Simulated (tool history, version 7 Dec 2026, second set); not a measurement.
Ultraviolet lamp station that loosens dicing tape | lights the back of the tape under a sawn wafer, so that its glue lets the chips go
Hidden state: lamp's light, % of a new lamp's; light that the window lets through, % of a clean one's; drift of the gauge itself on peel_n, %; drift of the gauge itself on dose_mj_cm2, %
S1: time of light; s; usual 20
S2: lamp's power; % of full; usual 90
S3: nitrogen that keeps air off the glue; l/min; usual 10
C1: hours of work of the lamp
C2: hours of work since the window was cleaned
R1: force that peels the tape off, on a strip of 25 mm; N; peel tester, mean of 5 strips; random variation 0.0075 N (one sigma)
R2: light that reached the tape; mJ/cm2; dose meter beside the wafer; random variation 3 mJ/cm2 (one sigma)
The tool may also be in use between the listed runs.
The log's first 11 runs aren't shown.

run,hour,S1,S2,S3,C1,C2,R1,R2
12,248.4,20,90,10,604,135,0.291,455
13,271.9,20,90,10,618,148,0.274,449
14,290.6,20,90,10,628,159,0.292,451
15,310.2,20,90,10,639,170,0.291,453
16,328.0,20,90,10,649,180,0.294,451
# hour 331.4: lamp changed
17,348.0,13,90,10,9,191,0.841,293
18,369.3,13,90,10,21,203,0.845,295
19,389.6,18,90,10,33,214,0.391,410
20,400.8,38,75,4,39,221,0.215,716
21,427.0,22,83,7,54,235,0.395,455
22,452.9,12,90,10,69,250,1.021,271
23,473.0,12,77,8,80,261,1.653,236
24,493.7,12,77,8,92,273,1.634,231
# hour 508.0: window cleaned of glue's vapour
25,508.6,32,84,10,100,0,0.101,676
26,535.5,32,84,10,115,16,0.092,679
27,554.1,21,84,12,125,26,0.250,443
28,565.8,20,90,20,132,33,0.146,456
29,584.8,20,92,11,143,43,0.250,467

Forecast run 30:
30,596.0,20,92,11,149,50,?,?

R1: 0.225 N
R2: 464 mJ/cm2
Without the tool's hidden state the same run would have given R1 0.225 N, R2 464 mJ/cm2.
